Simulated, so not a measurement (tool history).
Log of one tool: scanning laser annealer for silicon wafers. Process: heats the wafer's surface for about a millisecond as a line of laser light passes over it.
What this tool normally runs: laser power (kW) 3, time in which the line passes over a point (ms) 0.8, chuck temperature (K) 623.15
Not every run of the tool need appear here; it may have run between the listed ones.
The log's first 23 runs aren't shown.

| run | hour | laser power (kW) | time in which the line passes over a point (ms) | chuck temperature (K) | highest temperature of the surface (K) |
|---|---|---|---|---|---|
| 24 | 659 | 3 | 0.8 | 605.15 | 1406.15 |
| 25 | 676.5 | 2.609 | 0.8 | 605.15 | 1307.15 |
| 26 | 697.5 | 2.609 | 0.8 | 605.15 | 1306.15 |
|  | 719.6 | window over the wafer cleaned |
| 27 | 734.1 | 2.609 | 0.83 | 605.15 | 1350.15 |
| 28 | 765.5 | 2.609 | 0.937 | 628.15 | 1408.15 |
| 29 | 800.5 | 2.93 | 0.693 | 623.15 | 1386.15 |
| 30 | 840.6 | 2.93 | 0.693 | 623.15 | 1388.15 |
| 31 | 875.4 | 2.851 | 0.674 | 600.15 | 1332.15 |
| 32 | 893.2 | 2.851 | 0.674 | 600.15 | 1338.15 |
| 33 | 921.5 | 3 | 0.651 | 592.15 | 1351.15 |
| 34 | 940.5 | 2.848 | 0.961 | 592.15 | 1445.15 |
| 35 | 962.6 | 2.986 | 0.8 | 623.15 | 1448.15 |
| 36 | 996.2 | 2.986 | 0.8 | 623.15 | 1446.15 |
| 37 | 1034.5 | 2.986 | 0.848 | 648.15 | 1492.15 |
| 38 | 1072.8 | 2.639 | 0.624 | 639.15 | 1299.15 |
| 39 | 1105 | 3 | 0.843 | 634.15 | 1479.15 |
| 40 | 1130.7 | 3 | 0.843 | 634.15 | 1476.15 |

Forecast each of these 3 alternatives for the next run:
| A | 1155.3 | 3 | 0.607 | 623.15 | ? |
| B | 1155.3 | 3.238 | 0.687 | 634.15 | ? |
| C | 1155.3 | 2.966 | 0.761 | 587.15 | ? |

| run | highest temperature of the surface (K) |
|---|---|
| A | 1355.15 |
| B | 1464.15 |
| C | 1383.15 |
Take away the tool's hidden state, keep each run's random variation, and the runs would have read:
| run | highest temperature of the surface (K) |
|---|---|
| A | 1373.15 |
| B | 1485.15 |
| C | 1403.15 |
